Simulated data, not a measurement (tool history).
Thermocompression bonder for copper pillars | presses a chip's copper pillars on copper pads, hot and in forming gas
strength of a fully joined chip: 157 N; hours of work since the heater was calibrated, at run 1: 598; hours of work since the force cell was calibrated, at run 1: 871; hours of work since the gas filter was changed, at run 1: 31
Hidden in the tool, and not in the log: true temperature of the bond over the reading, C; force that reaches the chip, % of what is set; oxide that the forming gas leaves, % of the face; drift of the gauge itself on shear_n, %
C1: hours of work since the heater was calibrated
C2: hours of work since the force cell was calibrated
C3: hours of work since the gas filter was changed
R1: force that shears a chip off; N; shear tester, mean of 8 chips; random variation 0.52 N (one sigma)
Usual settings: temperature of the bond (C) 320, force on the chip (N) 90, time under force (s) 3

run 1 day=0.000 | temperature_of_the_bond_(C)=320 force_on_the_chip_(N)=90 time_under_force_(s)=3 | C1=598 C2=871 C3=31 | R1=92.8
run 2 day=1.333 | temperature_of_the_bond_(C)=320 force_on_the_chip_(N)=56 time_under_force_(s)=3 | C1=613 C2=887 C3=46 | R1=68.1
run 3 day=3.346 | temperature_of_the_bond_(C)=320 force_on_the_chip_(N)=56 time_under_force_(s)=3 | C1=636 C2=910 C3=69 | R1=68.8
run 4 day=5.150 | temperature_of_the_bond_(C)=320 force_on_the_chip_(N)=56 time_under_force_(s)=3 | C1=657 C2=930 C3=90 | R1=68.2
run 5 day=6.100 | temperature_of_the_bond_(C)=320 force_on_the_chip_(N)=90 time_under_force_(s)=3 | C1=668 C2=941 C3=101 | R1=93.7
run 6 day=7.458 | temperature_of_the_bond_(C)=320 force_on_the_chip_(N)=90 time_under_force_(s)=3 | C1=683 C2=956 C3=116 | R1=93.0
run 7 day=9.375 | temperature_of_the_bond_(C)=320 force_on_the_chip_(N)=90 time_under_force_(s)=3 | C1=705 C2=978 C3=138 | R1=92.4
run 8 day=11.054 | temperature_of_the_bond_(C)=320 force_on_the_chip_(N)=90 time_under_force_(s)=3 | C1=724 C2=998 C3=157 | R1=93.7
-- day=13.329 force cell calibrated
run 9 day=13.329 | temperature_of_the_bond_(C)=320 force_on_the_chip_(N)=90 time_under_force_(s)=3 | C1=750 C2=0 C3=183 | R1=93.5
run 10 day=14.967 | temperature_of_the_bond_(C)=320 force_on_the_chip_(N)=90 time_under_force_(s)=5 | C1=768 C2=19 C3=201 | R1=107.7
run 11 day=16.933 | temperature_of_the_bond_(C)=320 force_on_the_chip_(N)=90 time_under_force_(s)=5 | C1=791 C2=41 C3=224 | R1=108.1
run 12 day=18.025 | temperature_of_the_bond_(C)=320 force_on_the_chip_(N)=90 time_under_force_(s)=5 | C1=803 C2=54 C3=236 | R1=108.3
run 13 day=19.333 | temperature_of_the_bond_(C)=320 force_on_the_chip_(N)=90 time_under_force_(s)=5 | C1=818 C2=68 C3=251 | R1=109.1
run 14 day=20.729 | temperature_of_the_bond_(C)=320 force_on_the_chip_(N)=90 time_under_force_(s)=5 | C1=834 C2=84 C3=267 | R1=109.7
run 15 day=21.938 | temperature_of_the_bond_(C)=320 force_on_the_chip_(N)=90 time_under_force_(s)=5 | C1=848 C2=98 C3=281 | R1=108.7
run 16 day=24.046 | temperature_of_the_bond_(C)=320 force_on_the_chip_(N)=90 time_under_force_(s)=3 | C1=872 C2=122 C3=305 | R1=94.5
run 17 day=25.929 | temperature_of_the_bond_(C)=320 force_on_the_chip_(N)=90 time_under_force_(s)=3 | C1=893 C2=144 C3=326 | R1=94.4
run 18 day=27.100 | temperature_of_the_bond_(C)=320 force_on_the_chip_(N)=90 time_under_force_(s)=3 | C1=907 C2=157 C3=340 | R1=94.8
run 19 day=28.629 | temperature_of_the_bond_(C)=320 force_on_the_chip_(N)=90 time_under_force_(s)=3 | C1=924 C2=175 C3=357 | R1=94.7
-- day=28.975 forming gas filter changed
run 20 day=30.288 | temperature_of_the_bond_(C)=320 force_on_the_chip_(N)=90 time_under_force_(s)=3 | C1=943 C2=193 C3=15 | R1=95.8
-- day=31.375 gauge calibrated
run 21 day=32.204 | temperature_of_the_bond_(C)=337 force_on_the_chip_(N)=71 time_under_force_(s)=6 | C1=965 C2=215 C3=37 | R1=111.6
run 22 day=34.392 | temperature_of_the_bond_(C)=335 force_on_the_chip_(N)=90 time_under_force_(s)=2 | C1=990 C2=240 C3=62 | R1=91.1
run 23 day=35.625 | temperature_of_the_bond_(C)=335 force_on_the_chip_(N)=120 time_under_force_(s)=3 | C1=1004 C2=254 C3=76 | R1=118.1
run 24 day=37.367 | temperature_of_the_bond_(C)=293 force_on_the_chip_(N)=90 time_under_force_(s)=9 | C1=1023 C2=274 C3=96 | R1=106.7
run 25 day=39.000 | temperature_of_the_bond_(C)=343 force_on_the_chip_(N)=90 time_under_force_(s)=6 | C1=1042 C2=293 C3=114 | R1=126.7
run 26 day=40.867 | temperature_of_the_bond_(C)=298 force_on_the_chip_(N)=96 time_under_force_(s)=3 | C1=1063 C2=314 C3=136 | R1=82.4
run 27 day=42.854 | temperature_of_the_bond_(C)=312 force_on_the_chip_(N)=71 time_under_force_(s)=3 | C1=1086 C2=337 C3=158 | R1=76.2
run 28 day=43.967 | temperature_of_the_bond_(C)=312 force_on_the_chip_(N)=71 time_under_force_(s)=3 | C1=1099 C2=349 C3=171 | R1=75.8
run 29 day=45.617 | temperature_of_the_bond_(C)=313 force_on_the_chip_(N)=58 time_under_force_(s)=3 | C1=1118 C2=368 C3=190 | R1=66.7
run 30 day=47.421 | temperature_of_the_bond_(C)=313 force_on_the_chip_(N)=58 time_under_force_(s)=3 | C1=1138 C2=389 C3=210 | R1=67.2
run 31 day=49.304 | temperature_of_the_bond_(C)=313 force_on_the_chip_(N)=58 time_under_force_(s)=3 | C1=1160 C2=410 C3=232 | R1=66.8
run 32 day=50.433 | temperature_of_the_bond_(C)=313 force_on_the_chip_(N)=58 time_under_force_(s)=3 | C1=1173 C2=423 C3=245 | R1=66.9
run 33 day=51.608 | temperature_of_the_bond_(C)=313 force_on_the_chip_(N)=58 time_under_force_(s)=3 | C1=1186 C2=436 C3=258 | R1=67.3
run 34 day=53.592 | temperature_of_the_bond_(C)=320 force_on_the_chip_(N)=117 time_under_force_(s)=3 | C1=1209 C2=459 C3=281 | R1=109.0
run 35 day=54.883 | temperature_of_the_bond_(C)=319 force_on_the_chip_(N)=92 time_under_force_(s)=5 | C1=1223 C2=474 C3=295 | R1=109.9
run 36 day=55.800 | temperature_of_the_bond_(C)=342 force_on_the_chip_(N)=90 time_under_force_(s)=5 | C1=1234 C2=484 C3=306 | R1=123.0
run 37 day=57.688 | temperature_of_the_bond_(C)=342 force_on_the_chip_(N)=90 time_under_force_(s)=5 | C1=1255 C2=506 C3=327 | R1=122.6
run 38 day=59.929 | temperature_of_the_bond_(C)=342 force_on_the_chip_(N)=90 time_under_force_(s)=5 | C1=1281 C2=531 C3=353 | R1=122.7
-- day=60.688 gauge calibrated
-- day=60.771 heater calibrated with a thermocouple chip
-- day=60.792 forming gas filter changed
run 39 day=61.692 | temperature_of_the_bond_(C)=293 force_on_the_chip_(N)=90 time_under_force_(s)=3 | C1=10 C2=550 C3=10 | R1=75.2

Measured less the same run without the tool's hidden state. The same run-to-run variation is in both; the gauge's scatter may not be:
run=1 R1=+0.2
run=2 R1=+0.2
run=3 R1=+0.4
run=4 R1=+0.4
run=5 R1=+0.6
run=6 R1=+0.8
run=7 R1=+1.0
run=8 R1=+1.1
run=9 R1=+1.1
run=10 R1=+1.4
run=11 R1=+1.5
run=12 R1=+1.7
run=13 R1=+1.8
run=14 R1=+1.9
run=15 R1=+1.9
run=16 R1=+1.9
run=17 R1=+2.0
run=18 R1=+2.1
run=19 R1=+2.2
run=20 R1=+2.8
run=21 R1=+0.3
run=22 R1=+0.4
run=23 R1=+0.6
run=24 R1=+0.8
run=25 R1=+1.0
run=26 R1=+0.9
run=27 R1=+1.0
run=28 R1=+1.1
run=29 R1=+1.0
run=30 R1=+1.1
run=31 R1=+1.2
run=32 R1=+1.3
run=33 R1=+1.3
run=34 R1=+2.2
run=35 R1=+2.3
run=36 R1=+2.6
run=37 R1=+2.7
run=38 R1=+2.9
run=39 R1=+0.1

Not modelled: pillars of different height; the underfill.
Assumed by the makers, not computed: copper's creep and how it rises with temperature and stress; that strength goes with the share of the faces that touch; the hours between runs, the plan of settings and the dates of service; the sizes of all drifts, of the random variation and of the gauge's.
